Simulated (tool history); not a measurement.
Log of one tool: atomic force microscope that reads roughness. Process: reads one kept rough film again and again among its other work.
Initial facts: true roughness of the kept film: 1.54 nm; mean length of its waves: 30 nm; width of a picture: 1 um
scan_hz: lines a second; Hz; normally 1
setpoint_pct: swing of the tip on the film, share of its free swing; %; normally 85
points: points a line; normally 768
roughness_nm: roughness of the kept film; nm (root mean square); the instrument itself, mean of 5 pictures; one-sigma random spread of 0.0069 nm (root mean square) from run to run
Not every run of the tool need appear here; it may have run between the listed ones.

run	hour	scan_hz	setpoint_pct	points	roughness_nm
1	0	1	85	768	1.391
2	61.2	1	85	768	1.397
3	96.2	1	85	624	1.393
4	129.9	1	85	624	1.39
5	174.3	1	85	624	1.389
6	242.3	1	85	768	1.389
7	311.1	1	76	768	1.427
8	367.6	1	76	768	1.4
9	398.4	1	76	768	1.411
10	434.8	1	76	768	1.433
11	479.7	1	76	768	1.421
12	511.1	1	76	768	1.398
13	547.5	1	76	935	1.416
14	609.3	1	85	768	1.381
15	678.1	1	85	854	1.389
16	733.8	1	88	854	1.385
17	797.4	1	85	768	1.389
18	853.6	1	85	768	1.392
19	885.6	1	85	768	1.394
20	918.4	1	85	768	1.401
21	990.7	1	85	768	1.396
22	1057.2	1	85	635	1.383
23	1106.5	0.91	85	768	1.392
24	1140.3	1	80	768	1.394
25	1192.2	2.36	85	393	1.28
26	1252.3	3.5	65	793	1.382
27	1324.9	0.58	85	1020	1.413
28	1364.4	0.58	67	984	1.439
29	1427.6	2.24	67	768	1.4
30	1462.7	2.24	67	768	1.408
31	1532.9	1.59	63	768	1.44
32	1605.7	0.73	85	388	1.408
33	1651.3	0.73	61	448	1.452
34	1685.6	0.73	61	448	1.445
35	1716.4	1	60	682	1.446
36	1765.5	1	60	682	1.453
37	1838	1	60	682	1.443
38	1877.2	1	85	558	1.375
39	1928.7	1	85	558	1.38
40	1959.9	1.18	81	768	1.389
41	2026.6	1.18	88	768	1.367
42	2092.6	0.75	85	849	1.409
43	2151.6	0.75	85	849	1.419
44	2190.5	2.13	57	825	1.434
45	2260.8	0.88	55	768	1.45

The log once held 77 entries between its listed runs, left out of this copy. Where does each go, and what is different about the tool's unlogged condition between the listed run before it and the listed run after it?
From run 1 to run 2: new tip fitted (hour 25.8); new tip fitted (hour 56)
  nothing in the hidden state changes from one run to the other
From run 2 to run 3: new tip fitted (hour 84.6)
  nothing in the hidden state changes from one run to the other
From run 3 to run 4: new tip fitted (hour 117.6)
  nothing in the hidden state changes from one run to the other
From run 4 to run 5: new tip fitted (hour 144.8); new tip fitted (hour 174.3)
  radius of the tip, nm: 7.1 -> 7
From run 5 to run 6: new tip fitted (hour 205.1); new tip fitted (hour 235.1)
  radius of the tip, nm: 7 -> 7.1
From run 6 to run 7: new tip fitted (hour 266.1); new tip fitted (hour 295.1)
  radius of the tip, nm: 7.1 -> 7.2
From run 7 to run 8: new tip fitted (hour 325.1); new tip fitted (hour 354.7)
  nothing in the hidden state changes from one run to the other
From run 8 to run 9: new tip fitted (hour 384.2)
  nothing in the hidden state changes from one run to the other
From run 9 to run 10: new tip fitted (hour 412.4)
  radius of the tip, nm: 7.2 -> 7.3
From run 10 to run 11: new tip fitted (hour 443.5); new tip fitted (hour 471.7)
  radius of the tip, nm: 7.3 -> 7.1
From run 11 to run 12: new tip fitted (hour 499)
  radius of the tip, nm: 7.1 -> 7.2
From run 12 to run 13: new tip fitted (hour 528.5)
  nothing in the hidden state changes from one run to the other
From run 13 to run 14: new tip fitted (hour 557.7); new tip fitted (hour 589.2)
  height scale over the true one, %: -0.01 -> -0.02
From run 14 to run 15: new tip fitted (hour 618.7); new tip fitted (hour 646.9); new tip fitted (hour 675.2)
  radius of the tip, nm: 7.2 -> 7
From run 15 to run 16: new tip fitted (hour 706.1); new tip fitted (hour 733.8)
  nothing in the hidden state changes from one run to the other
From run 16 to run 17: new tip fitted (hour 765.5); new tip fitted (hour 793.2)
  radius of the tip, nm: 7 -> 7.1
From run 17 to run 18: new tip fitted (hour 820.6); new tip fitted (hour 852.1)
  radius of the tip, nm: 7.1 -> 7
From run 18 to run 19: new tip fitted (hour 883.1)
  nothing in the hidden state changes from one run to the other
From run 19 to run 20: new tip fitted (hour 914.7)
  radius of the tip, nm: 7 -> 7.1
From run 20 to run 21: new tip fitted (hour 943); new tip fitted (hour 972)
  radius of the tip, nm: 7.1 -> 7.2
From run 21 to run 22: new tip fitted (hour 1002.4); new tip fitted (hour 1031)
  radius of the tip, nm: 7.2 -> 7.3
From run 22 to run 23: new tip fitted (hour 1062.7); new tip fitted (hour 1092)
  radius of the tip, nm: 7.3 -> 7.2
From run 23 to run 24: new tip fitted (hour 1119.1)
  radius of the tip, nm: 7.2 -> 7.3
From run 24 to run 25: new tip fitted (hour 1146.9); height scale calibrated on a step standard (hour 1162.9); new tip fitted (hour 1177.3)
  radius of the tip, nm: 7.3 -> 7.2; height scale over the true one, %: -0.02 -> 0
From run 25 to run 26: new tip fitted (hour 1205); new tip fitted (hour 1233.2)
  nothing in the hidden state changes from one run to the other
From run 26 to run 27: new tip fitted (hour 1263.7); new tip fitted (hour 1296.4); new tip fitted (hour 1324.9)
  radius of the tip, nm: 7.2 -> 7
From run 27 to run 28: new tip fitted (hour 1352.6)
  radius of the tip, nm: 7 -> 7.1
From run 28 to run 29: new tip fitted (hour 1384.4); new tip fitted (hour 1412.2)
  radius of the tip, nm: 7.1 -> 7.2
From run 29 to run 30: new tip fitted (hour 1442.9)
  radius of the tip, nm: 7.2 -> 7.3
From run 30 to run 31: new tip fitted (hour 1474.6); new tip fitted (hour 1502.2); new tip fitted (hour 1532.9)
  radius of the tip, nm: 7.3 -> 7; height scale over the true one, %: 0 -> -0.01
From run 31 to run 32: new tip fitted (hour 1562.4); new tip fitted (hour 1589.9)
  radius of the tip, nm: 7 -> 7.2
From run 32 to run 33: new tip fitted (hour 1617.3); new tip fitted (hour 1644.6)
  radius of the tip, nm: 7.2 -> 7.1
From run 33 to run 34: new tip fitted (hour 1673.2)
  radius of the tip, nm: 7.1 -> 7.2
From run 34 to run 35: new tip fitted (hour 1700.7)
  nothing in the hidden state changes from one run to the other
From run 35 to run 36: new tip fitted (hour 1733.1); new tip fitted (hour 1761.2)
  radius of the tip, nm: 7.2 -> 7.1
From run 36 to run 37: new tip fitted (hour 1792.3); new tip fitted (hour 1821)
  radius of the tip, nm: 7.1 -> 7.2
From run 37 to run 38: new tip fitted (hour 1848.8); new tip fitted (hour 1877.2)
  radius of the tip, nm: 7.2 -> 7
From run 38 to run 39: new tip fitted (hour 1908.9)
  radius of the tip, nm: 7 -> 7.2
From run 39 to run 40: new tip fitted (hour 1939.2)
  nothing in the hidden state changes from one run to the other
From run 40 to run 41: new tip fitted (hour 1966.4); new tip fitted (hour 1998.3); new tip fitted (hour 2026.2)
  radius of the tip, nm: 7.2 -> 7
From run 41 to run 42: new tip fitted (hour 2053.3); new tip fitted (hour 2085)
  radius of the tip, nm: 7 -> 7.1
From run 42 to run 43: new tip fitted (hour 2118.7); new tip fitted (hour 2149.1)
  radius of the tip, nm: 7.1 -> 7
From run 43 to run 44: new tip fitted (hour 2182.3)
  radius of the tip, nm: 7 -> 7.1
From run 44 to run 45: new tip fitted (hour 2211.7); new tip fitted (hour 2239.1)
  radius of the tip, nm: 7.1 -> 7.3; height scale over the true one, %: -0.01 -> -0.02

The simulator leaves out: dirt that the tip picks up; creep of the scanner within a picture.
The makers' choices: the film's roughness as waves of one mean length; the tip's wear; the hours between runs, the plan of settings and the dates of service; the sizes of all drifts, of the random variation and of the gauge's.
